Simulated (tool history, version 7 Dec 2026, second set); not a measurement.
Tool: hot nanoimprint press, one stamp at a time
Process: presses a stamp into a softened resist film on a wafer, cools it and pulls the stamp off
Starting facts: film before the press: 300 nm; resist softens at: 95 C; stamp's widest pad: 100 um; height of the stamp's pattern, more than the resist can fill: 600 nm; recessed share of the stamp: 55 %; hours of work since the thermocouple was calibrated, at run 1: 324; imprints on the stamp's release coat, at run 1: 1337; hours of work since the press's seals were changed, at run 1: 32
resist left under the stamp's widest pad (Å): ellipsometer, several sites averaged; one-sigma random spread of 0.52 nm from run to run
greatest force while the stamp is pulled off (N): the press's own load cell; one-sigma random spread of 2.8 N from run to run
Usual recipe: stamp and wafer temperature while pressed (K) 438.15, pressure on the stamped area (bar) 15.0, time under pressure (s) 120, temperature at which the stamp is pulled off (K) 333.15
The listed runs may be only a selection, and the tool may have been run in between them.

run,hour,stamp and wafer temperature while pressed (K),pressure on the stamped area (bar),time under pressure (s),temperature at which the stamp is pulled off (K),hours of work since the thermocouple was calibrated,imprints on the stamp's release coat,hours of work since the press's seals were changed,resist left under the stamp's widest pad (Å),greatest force while the stamp is pulled off (N)
1,0.0,438.15,15.0,120,333.15,324,1337,32,1468,169
2,8.2,438.15,15.0,120,333.15,328,1373,37,1475,171
3,16.4,438.15,15.0,120,333.15,333,1408,41,1475,174
4,23.0,438.15,15.0,120,333.15,337,1437,45,1463,172
5,29.3,438.15,15.0,120,333.15,340,1464,48,1473,173
6,34.0,438.15,10.2,120,333.15,343,1485,51,1705,178
7,41.5,438.15,15.0,120,330.15,347,1517,55,1479,193
8,47.9,438.15,15.0,120,330.15,350,1545,59,1472,198
9,53.3,438.15,18.5,120,330.15,353,1568,62,1353,196
10,61.0,438.15,15.0,120,333.15,358,1602,66,1468,187
# hour 70.8: stamp cleaned and given a new release coat
11,71.6,438.15,15.0,120,333.15,360,4,68,1481,131
12,76.6,432.15,15.0,120,333.15,363,25,71,1756,130
13,85.4,432.15,15.0,103,333.15,368,64,76,1848,136
14,95.4,432.15,15.0,103,333.15,373,107,81,1855,137
15,102.2,432.15,15.0,103,337.15,377,136,85,1853,123
16,111.7,450.15,15.0,103,323.15,382,178,90,1094,183
17,118.8,441.15,9.6,218,324.15,386,209,94,1290,169
18,127.5,438.15,15.0,221,333.15,391,246,99,1168,141
19,136.5,442.15,10.4,95,340.15,396,286,104,1649,117
20,141.8,439.15,10.4,120,329.15,399,308,107,1656,154
21,148.4,436.15,10.4,120,332.15,402,337,111,1800,144
22,157.1,449.15,15.0,92,328.15,407,375,115,1181,162
23,163.6,434.15,12.6,92,318.15,411,403,119,1929,205
24,170.9,438.15,13.3,120,333.15,415,435,123,1558,145
25,179.8,438.15,13.3,120,333.15,420,473,128,1552,148
26,185.6,428.15,13.7,120,333.15,423,498,131,2043,147
27,195.8,428.15,13.7,120,333.15,428,542,137,2034,151
28,201.6,428.15,13.7,120,333.15,432,568,140,2044,154
29,206.3,428.15,23.8,120,333.15,434,588,143,1700,149

Forecast each of these 5 alternatives for the next run:
A,215.5,428.15,17.7,120,333.15,439,628,148,?,?
B,215.5,428.15,23.8,120,337.15,439,628,148,?,?
C,215.5,437.15,11.8,120,333.15,439,628,148,?,?
D,215.5,437.15,17.5,120,329.15,439,628,148,?,?
E,215.5,432.15,23.8,72,337.15,439,628,148,?,?

run,resist left under the stamp's widest pad (Å),greatest force while the stamp is pulled off (N)
A,1893,149
B,1710,134
C,1678,149
D,1442,168
E,1775,136
What these runs would have given with no unlogged condition in the tool:
run,resist left under the stamp's widest pad (Å),greatest force while the stamp is pulled off (N)
A,1845,128
B,1659,115
C,1639,128
D,1402,144
E,1726,116

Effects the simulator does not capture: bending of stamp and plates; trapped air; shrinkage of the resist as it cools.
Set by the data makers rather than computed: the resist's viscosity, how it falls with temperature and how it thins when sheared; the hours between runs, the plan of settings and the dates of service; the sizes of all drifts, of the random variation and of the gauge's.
